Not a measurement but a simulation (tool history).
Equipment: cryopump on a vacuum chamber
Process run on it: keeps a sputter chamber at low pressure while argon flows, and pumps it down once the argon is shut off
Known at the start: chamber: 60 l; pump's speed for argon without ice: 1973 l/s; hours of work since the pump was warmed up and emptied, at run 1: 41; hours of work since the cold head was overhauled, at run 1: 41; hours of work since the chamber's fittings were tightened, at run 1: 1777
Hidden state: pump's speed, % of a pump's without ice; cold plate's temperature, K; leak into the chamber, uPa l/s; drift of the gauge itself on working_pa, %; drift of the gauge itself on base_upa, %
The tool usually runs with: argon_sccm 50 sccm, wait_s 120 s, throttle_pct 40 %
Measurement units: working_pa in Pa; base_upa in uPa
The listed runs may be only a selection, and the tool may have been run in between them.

run	day	argon_sccm	wait_s	throttle_pct	hours of work since the pump was warmed up and emptied	hours of work since the cold head was overhauled	hours of work since the chamber's fittings were tightened	working_pa	base_upa
1	0.000	50	120	40	41	41	1777	0.1069	1.13
2	1.212	50	120	40	66	66	1802	0.1083	1.18
3	2.400	50	120	35	90	90	1826	0.1234	1.15
4	3.162	50	27	40	105	105	1841	0.1081	2.70
5	4.000	50	27	40	122	122	1858	0.1081	2.71
6	4.904	50	27	40	140	140	1877	0.1079	2.69
7	5.879	50	27	40	160	160	1896	0.1089	2.73
8	6.838	50	27	40	179	179	1916	0.1081	2.67
9	7.850	50	120	17	200	200	1936	0.2543	1.21
10	8.638	50	120	17	216	216	1952	0.2539	1.25
11	9.812	50	120	17	240	240	1976	0.2544	1.27
12	11.254	50	120	17	269	269	2005	0.2560	1.23
13	12.375	50	120	17	292	292	2028	0.2538	1.22
14	13.708	50	93	17	319	319	2055	0.2551	1.32
15	15.112	50	131	40	347	347	2083	0.1101	1.23
16	16.000	50	131	40	365	365	2101	0.1098	1.25
17	17.300	50	131	40	391	391	2128	0.1096	1.28
18	18.462	50	131	40	415	415	2151	0.1108	1.27
19	19.588	84	32	40	438	438	2174	0.1858	2.56
20	20.892	84	32	40	464	464	2200	0.1876	2.46
21	21.771	84	296	27	482	482	2218	0.2740	1.06
22	22.779	84	296	27	502	502	2238	0.2741	1.11
23	24.458	84	296	27	536	536	2272	0.2739	1.11
24	25.758	21	133	27	562	562	2299	0.0677	1.36
25	26.746	37	99	40	582	582	2319	0.0837	1.48
26	28.275	39	120	25	613	613	2350	0.1377	1.42
27	29.046	31	31	25	629	629	2365	0.1100	2.66
28	29.979	50	181	28	648	648	2384	0.1587	1.26
29	31.058	20	80	58	670	670	2406	0.0305	1.67
30	32.471	35	277	52	698	698	2435	0.0611	1.19
31	33.446	78	71	19	718	718	2454	0.3618	1.73
32	34.367	32	190	47	737	737	2473	0.0623	1.29
33	35.842	96	23	33	767	767	2503	0.2612	3.33

Below are 3 alternative next runs, each starting from the tool's condition after run 33. Predict each:
A	37.133	50	23	36	793	793	2529	?	?
B	37.133	75	25	23	793	793	2529	?	?
C	37.133	48	61	43	793	793	2529	?	?

run	working_pa	base_upa
A	0.1257	3.29
B	0.2887	3.16
C	0.1017	1.90
Without the tool's hidden state the same runs would have given:
run	working_pa	base_upa
A	0.1189	2.42
B	0.2787	2.26
C	0.0952	1.02

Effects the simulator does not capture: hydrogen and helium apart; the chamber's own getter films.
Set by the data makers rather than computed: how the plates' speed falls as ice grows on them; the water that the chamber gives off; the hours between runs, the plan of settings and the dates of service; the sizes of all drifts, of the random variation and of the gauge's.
